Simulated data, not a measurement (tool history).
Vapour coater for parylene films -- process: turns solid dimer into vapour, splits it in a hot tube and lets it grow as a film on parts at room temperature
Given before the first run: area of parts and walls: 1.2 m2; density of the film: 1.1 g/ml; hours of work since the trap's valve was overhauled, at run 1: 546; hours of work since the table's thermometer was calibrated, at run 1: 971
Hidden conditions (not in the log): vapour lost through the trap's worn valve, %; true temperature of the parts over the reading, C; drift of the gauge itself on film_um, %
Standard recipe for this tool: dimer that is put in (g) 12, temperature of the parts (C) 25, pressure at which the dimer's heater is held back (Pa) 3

| run | hour | dimer that is put in (g) | temperature of the parts (C) | pressure at which the dimer's heater is held back (Pa) | hours of work since the trap's valve was overhauled | hours of work since the table's thermometer was calibrated | thickness of the film (nm) |
|---|---|---|---|---|---|---|---|
| 1 | 0 | 12 | 25 | 3 | 546 | 971 | 6970 |
| 2 | 27.5 | 12 | 25 | 6.54 | 565 | 990 | 6140 |
| 3 | 64.5 | 12 | 25 | 6.54 | 591 | 1016 | 6170 |
| 4 | 86.3 | 12 | 25 | 3 | 606 | 1031 | 6880 |
| 5 | 107.6 | 12 | 25 | 3 | 621 | 1046 | 6870 |
| 6 | 128.2 | 12 | 25 | 3 | 635 | 1060 | 6870 |
|  | 136.8 | trap's valve overhauled |
| 7 | 152.6 | 12 | 25 | 3 | 11 | 1074 | 7400 |
| 8 | 186.9 | 7 | 34 | 3 | 35 | 1098 | 3280 |
| 9 | 223.6 | 6 | 21 | 9.36 | 60 | 1123 | 3520 |
| 10 | 241.5 | 8 | 21 | 9.36 | 73 | 1136 | 4680 |
| 11 | 258.2 | 16 | 25 | 3.68 | 84 | 1148 | 9520 |
| 12 | 279.6 | 16 | 25 | 4.61 | 99 | 1162 | 9190 |
| 13 | 298.9 | 16 | 25 | 4.61 | 113 | 1176 | 9170 |

What if the next run were any one of these 3? Each begins from the tool's condition after run 13:
| A | 336.3 | 17 | 27 | 2.04 | 139 | 1202 | ? |
| B | 336.3 | 17 | 19 | 3.33 | 139 | 1202 | ? |
| C | 336.3 | 6 | 35 | 4.54 | 139 | 1202 | ? |

| run | thickness of the film (nm) |
|---|---|
| A | 10290 |
| B | 12230 |
| C | 2540 |
What these runs would have given with no unlogged condition in the tool:
| run | thickness of the film (nm) |
|---|---|
| A | 10430 |
| B | 12400 |
| C | 2570 |

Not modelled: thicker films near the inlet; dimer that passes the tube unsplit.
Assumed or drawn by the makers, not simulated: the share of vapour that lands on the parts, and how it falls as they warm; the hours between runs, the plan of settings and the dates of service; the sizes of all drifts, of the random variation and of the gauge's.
